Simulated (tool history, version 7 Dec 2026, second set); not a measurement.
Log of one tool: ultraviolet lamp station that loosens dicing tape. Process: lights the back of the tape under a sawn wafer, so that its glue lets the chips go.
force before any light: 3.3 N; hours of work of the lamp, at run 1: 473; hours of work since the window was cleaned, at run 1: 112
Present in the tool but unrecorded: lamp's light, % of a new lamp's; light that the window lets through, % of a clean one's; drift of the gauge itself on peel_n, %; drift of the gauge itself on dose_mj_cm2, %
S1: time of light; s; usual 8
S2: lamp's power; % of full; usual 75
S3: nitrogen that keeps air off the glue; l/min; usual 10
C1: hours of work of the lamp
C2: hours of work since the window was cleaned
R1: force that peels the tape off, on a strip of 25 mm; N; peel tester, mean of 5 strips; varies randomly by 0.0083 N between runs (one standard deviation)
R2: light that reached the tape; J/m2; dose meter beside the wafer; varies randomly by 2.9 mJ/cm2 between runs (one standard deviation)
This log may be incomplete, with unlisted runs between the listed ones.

run	hour	S1	S2	S3	C1	C2	R1	R2
1	0.0	8	75	10	473	112	0.381	3880
2	37.7	8	75	10	500	139	0.392	3820
3	80.6	8	75	10	531	169	0.399	3770
4	129.4	8	75	9	565	204	0.429	3730
5	157.2	8	75	10	585	224	0.426	3670
6	194.8	14	75	10	612	251	0.197	6430
7	232.5	14	75	10	639	278	0.204	6330
8	272.8	14	75	10	668	307	0.211	6240
9	306.1	8	75	14	692	330	0.364	3540
10	355.7	8	75	14	727	366	0.388	3500
11	380.1	8	75	14	744	383	0.384	3510
12	415.5	8	75	10	770	408	0.451	3450
13	458.0	8	75	10	800	439	0.461	3470
14	495.5	8	62	10	827	466	0.632	2800
15	523.8	8	62	10	847	486	0.650	2830
16	576.6	8	62	10	885	523	0.645	2750
17	606.9	8	62	10	906	545	0.651	2740
18	637.5	8	77	10	928	567	0.485	3340
19	679.1	8	77	10	958	597	0.489	3350
20	734.5	8	75	10	997	636	0.529	3200
# hour 758.4: window cleaned of glue's vapour
21	768.5	8	75	10	1021	7	0.447	3560
22	811.1	6	80	6	1052	38	0.785	2820
23	836.2	12	75	10	1070	56	0.246	5240
24	889.9	12	63	10	1108	94	0.316	4340
25	921.9	12	63	10	1131	117	0.327	4320
26	973.3	12	63	10	1168	153	0.348	4240
27	1026.1	15	75	10	1205	191	0.204	6260
28	1083.6	15	75	10	1246	232	0.201	6190
29	1137.9	10	75	10	1285	271	0.358	4080
30	1185.1	10	75	10	1319	305	0.365	4030
31	1223.9	10	75	10	1346	332	0.362	3950
32	1253.3	14	86	10	1367	353	0.207	6270
33	1284.9	6	95	4	1390	376	0.878	2940
34	1317.5	8	90	12	1413	399	0.385	3730
35	1358.5	16	75	10	1443	428	0.208	6100
36	1412.3	6	62	4	1481	467	1.424	1870
37	1449.2	6	62	11	1507	493	1.002	1860
38	1489.2	6	62	11	1536	522	1.023	1840
39	1517.1	6	78	10	1556	542	0.815	2300
40	1541.4	8	78	10	1573	559	0.559	3030
41	1589.8	5	60	3	1608	594	1.884	1430
# hour 1625.1: lamp changed
42	1641.0	4	88	7	11	629	0.954	2230

Had the tool no unlogged condition, and each run kept its random variation, what would the results have been?
run	R1	R2
1	0.323	4310
2	0.328	4280
3	0.329	4270
4	0.348	4280
5	0.342	4240
6	0.175	7500
7	0.180	7450
8	0.186	7420
9	0.278	4250
10	0.291	4250
11	0.286	4290
12	0.328	4250
13	0.328	4310
14	0.449	3520
15	0.459	3570
16	0.448	3530
17	0.446	3530
18	0.325	4350
19	0.325	4400
20	0.344	4270
21	0.338	4280
22	0.603	3420
23	0.196	6390
24	0.233	5380
25	0.241	5400
26	0.252	5360
27	0.172	8030
28	0.167	8050
29	0.239	5380
30	0.240	5380
31	0.235	5320
32	0.173	8530
33	0.580	4040
34	0.244	5150
35	0.167	8530
36	1.026	2660
37	0.642	2660
38	0.646	2670
39	0.479	3350
40	0.308	4460
41	1.435	2140
42	0.840	2490

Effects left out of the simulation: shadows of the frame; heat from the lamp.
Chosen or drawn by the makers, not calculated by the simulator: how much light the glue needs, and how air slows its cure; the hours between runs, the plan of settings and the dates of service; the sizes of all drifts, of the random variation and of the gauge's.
